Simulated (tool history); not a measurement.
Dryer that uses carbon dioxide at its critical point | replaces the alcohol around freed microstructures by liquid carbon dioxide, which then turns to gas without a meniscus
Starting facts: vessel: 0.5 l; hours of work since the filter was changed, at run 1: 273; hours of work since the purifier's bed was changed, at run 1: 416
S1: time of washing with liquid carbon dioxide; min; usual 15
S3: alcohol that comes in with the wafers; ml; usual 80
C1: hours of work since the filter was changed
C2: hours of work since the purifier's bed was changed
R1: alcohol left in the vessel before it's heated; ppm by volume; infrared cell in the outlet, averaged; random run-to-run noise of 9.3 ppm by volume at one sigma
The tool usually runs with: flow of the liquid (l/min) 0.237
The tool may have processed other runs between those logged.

{"run": 1, "hour": 0.0, "S1": 15, "flow of the liquid (l/min)": 0.237, "S3": 80, "C1": 273, "C2": 416, "R1": 882}
{"run": 2, "hour": 22.9, "S1": 15, "flow of the liquid (l/min)": 0.237, "S3": 80, "C1": 289, "C2": 433, "R1": 913}
{"run": 3, "hour": 33.4, "S1": 15, "flow of the liquid (l/min)": 0.237, "S3": 39, "C1": 297, "C2": 441, "R1": 517}
{"run": 4, "hour": 51.5, "S1": 15, "flow of the liquid (l/min)": 0.345, "S3": 80, "C1": 310, "C2": 454, "R1": 204}
{"run": 5, "hour": 61.2, "S1": 16, "flow of the liquid (l/min)": 0.237, "S3": 80, "C1": 317, "C2": 461, "R1": 715}
{"run": 6, "hour": 82.6, "S1": 14, "flow of the liquid (l/min)": 0.237, "S3": 80, "C1": 333, "C2": 477, "R1": 1343}
{"run": 7, "hour": 97.2, "S1": 15, "flow of the liquid (l/min)": 0.174, "S3": 80, "C1": 344, "C2": 487, "R1": 3346}
{"run": 8, "hour": 111.0, "S1": 15, "flow of the liquid (l/min)": 0.237, "S3": 80, "C1": 354, "C2": 497, "R1": 981}
{"run": 9, "hour": 122.4, "S1": 15, "flow of the liquid (l/min)": 0.214, "S3": 80, "C1": 362, "C2": 506, "R1": 1605}
{"run": 10, "hour": 138.3, "S1": 15, "flow of the liquid (l/min)": 0.214, "S3": 50, "C1": 374, "C2": 517, "R1": 1043}
{"run": 11, "hour": 156.1, "S1": 15, "flow of the liquid (l/min)": 0.177, "S3": 50, "C1": 387, "C2": 530, "R1": 2125}
{"run": 12, "hour": 170.3, "S1": 15, "flow of the liquid (l/min)": 0.237, "S3": 111, "C1": 397, "C2": 541, "R1": 1436}
{"run": 13, "hour": 188.8, "S1": 15, "flow of the liquid (l/min)": 0.237, "S3": 111, "C1": 411, "C2": 554, "R1": 1450}
{"run": 14, "hour": 204.0, "S1": 15, "flow of the liquid (l/min)": 0.237, "S3": 111, "C1": 422, "C2": 565, "R1": 1533}
{"run": 15, "hour": 219.8, "S1": 15, "flow of the liquid (l/min)": 0.331, "S3": 80, "C1": 433, "C2": 577, "R1": 290}
{"run": 16, "hour": 233.0, "S1": 15, "flow of the liquid (l/min)": 0.331, "S3": 80, "C1": 443, "C2": 586, "R1": 291}
{"hour": 238.0, "done": "inlet filter changed"}
{"run": 17, "hour": 249.1, "S1": 20, "flow of the liquid (l/min)": 0.146, "S3": 80, "C1": 8, "C2": 598, "R1": 1454}
{"run": 18, "hour": 261.4, "S1": 15, "flow of the liquid (l/min)": 0.281, "S3": 80, "C1": 17, "C2": 607, "R1": 347}
{"run": 19, "hour": 283.5, "S1": 13, "flow of the liquid (l/min)": 0.343, "S3": 80, "C1": 33, "C2": 623, "R1": 302}
{"run": 20, "hour": 307.4, "S1": 15, "flow of the liquid (l/min)": 0.328, "S3": 80, "C1": 51, "C2": 640, "R1": 220}
{"run": 21, "hour": 329.9, "S1": 15, "flow of the liquid (l/min)": 0.328, "S3": 80, "C1": 67, "C2": 657, "R1": 246}
{"run": 22, "hour": 351.5, "S1": 15, "flow of the liquid (l/min)": 0.328, "S3": 80, "C1": 83, "C2": 672, "R1": 243}
{"run": 23, "hour": 366.4, "S1": 15, "flow of the liquid (l/min)": 0.303, "S3": 21, "C1": 94, "C2": 683, "R1": 199}
{"run": 24, "hour": 378.6, "S1": 15, "flow of the liquid (l/min)": 0.27, "S3": 22, "C1": 103, "C2": 692, "R1": 243}
{"run": 25, "hour": 401.6, "S1": 15, "flow of the liquid (l/min)": 0.31, "S3": 22, "C1": 120, "C2": 709, "R1": 197}

3 ways to go on from here, each from the tool as it stands after run 25. What would each give?
{"run": "A", "hour": 421.4, "S1": 16, "flow of the liquid (l/min)": 0.321, "S3": 22, "C1": 134, "C2": 723, "R1": "?"}
{"run": "B", "hour": 421.4, "S1": 18, "flow of the liquid (l/min)": 0.213, "S3": 69, "C1": 134, "C2": 723, "R1": "?"}
{"run": "C", "hour": 421.4, "S1": 12, "flow of the liquid (l/min)": 0.293, "S3": 80, "C1": 134, "C2": 723, "R1": "?"}

run=A R1=195
run=B R1=514
run=C R1=894
The same runs, with their run-to-run variation unchanged, on a tool lacking any hidden condition would have given:
run=A R1=21
run=B R1=283
run=C R1=600

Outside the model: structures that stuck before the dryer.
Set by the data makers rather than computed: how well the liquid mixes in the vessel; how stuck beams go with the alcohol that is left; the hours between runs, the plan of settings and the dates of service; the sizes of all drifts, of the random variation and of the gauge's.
